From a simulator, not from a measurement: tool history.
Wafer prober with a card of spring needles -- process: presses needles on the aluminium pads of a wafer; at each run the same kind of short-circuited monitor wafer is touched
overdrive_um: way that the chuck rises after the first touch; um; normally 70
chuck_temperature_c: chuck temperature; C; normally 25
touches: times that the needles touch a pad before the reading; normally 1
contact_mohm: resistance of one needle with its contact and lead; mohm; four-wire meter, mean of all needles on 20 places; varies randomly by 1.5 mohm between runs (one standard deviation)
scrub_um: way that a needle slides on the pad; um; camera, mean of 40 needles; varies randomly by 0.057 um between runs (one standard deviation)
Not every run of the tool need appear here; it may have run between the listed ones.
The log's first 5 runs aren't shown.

-- hour=98.7 tips cleaned on abrasive film
-- hour=104.1 tips cleaned on abrasive film, once more
run 6 hour=113.5 | overdrive_um=70 chuck_temperature_c=25 touches=1 | contact_mohm=224 scrub_um=15.71
-- hour=133.4 tips cleaned on abrasive film
run 7 hour=138.5 | overdrive_um=70 chuck_temperature_c=25 touches=1 | contact_mohm=199 scrub_um=15.65
run 8 hour=157.2 | overdrive_um=70 chuck_temperature_c=25 touches=1 | contact_mohm=237 scrub_um=15.6
-- hour=162.6 tips cleaned on abrasive film
run 9 hour=181.3 | overdrive_um=70 chuck_temperature_c=25 touches=1 | contact_mohm=238 scrub_um=15.58
-- hour=191.9 tips cleaned on abrasive film
run 10 hour=195.5 | overdrive_um=70 chuck_temperature_c=25 touches=1 | contact_mohm=197 scrub_um=15.75
run 11 hour=211.5 | overdrive_um=70 chuck_temperature_c=25 touches=1 | contact_mohm=238 scrub_um=15.56
-- hour=221 tips cleaned on abrasive film
run 12 hour=235.2 | overdrive_um=70 chuck_temperature_c=25 touches=1 | contact_mohm=225 scrub_um=15.57
-- hour=251 tips cleaned on abrasive film
run 13 hour=265.5 | overdrive_um=70 chuck_temperature_c=25 touches=1 | contact_mohm=232 scrub_um=15.6
-- hour=280.3 tips cleaned on abrasive film
run 14 hour=294.6 | overdrive_um=70 chuck_temperature_c=25 touches=1 | contact_mohm=235 scrub_um=15.63
-- hour=309.6 tips cleaned on abrasive film
run 15 hour=320.2 | overdrive_um=70 chuck_temperature_c=32 touches=1 | contact_mohm=230 scrub_um=15.58
-- hour=339.4 tips cleaned on abrasive film
run 16 hour=345.1 | overdrive_um=70 chuck_temperature_c=32 touches=1 | contact_mohm=209 scrub_um=15.45
-- hour=368.9 tips cleaned on abrasive film
run 17 hour=373.9 | overdrive_um=68 chuck_temperature_c=47 touches=3 | contact_mohm=176 scrub_um=15.09
-- hour=398.1 tips cleaned on abrasive film
-- hour=398.4 height of the first contact set anew
run 18 hour=407.1 | overdrive_um=68 chuck_temperature_c=47 touches=1 | contact_mohm=229 scrub_um=15.42
-- hour=426.6 tips cleaned on abrasive film
run 19 hour=435.5 | overdrive_um=73 chuck_temperature_c=103 touches=1 | contact_mohm=216 scrub_um=16.57
-- hour=455.1 tips cleaned on abrasive film
run 20 hour=463.7 | overdrive_um=50 chuck_temperature_c=102 touches=1 | contact_mohm=288 scrub_um=11.22
-- hour=483.7 tips cleaned on abrasive film
run 21 hour=496.4 | overdrive_um=57 chuck_temperature_c=25 touches=1 | contact_mohm=269 scrub_um=12.82
-- hour=512.3 tips cleaned on abrasive film
run 22 hour=519.4 | overdrive_um=64 chuck_temperature_c=26 touches=1 | contact_mohm=233 scrub_um=14.5
-- hour=541.1 tips cleaned on abrasive film
run 23 hour=549.2 | overdrive_um=70 chuck_temperature_c=25 touches=2 | contact_mohm=189 scrub_um=15.86
run 24 hour=566.5 | overdrive_um=70 chuck_temperature_c=118 touches=1 | contact_mohm=244 scrub_um=15.86
-- hour=569.4 tips cleaned on abrasive film
run 25 hour=589.3 | overdrive_um=70 chuck_temperature_c=30 touches=1 | contact_mohm=241 scrub_um=15.75

What does the tool deliver on the next run?
-- hour=599.4 tips cleaned on abrasive film
run 26 hour=604.1 | overdrive_um=70 chuck_temperature_c=26 touches=1 | contact_mohm=? scrub_um=?

Logged for run 26: contact_mohm 207 mohm, scrub_um 15.62 um.
With no hidden state in the tool, this same run would have given contact_mohm 148 mohm, scrub_um 15.78 um.
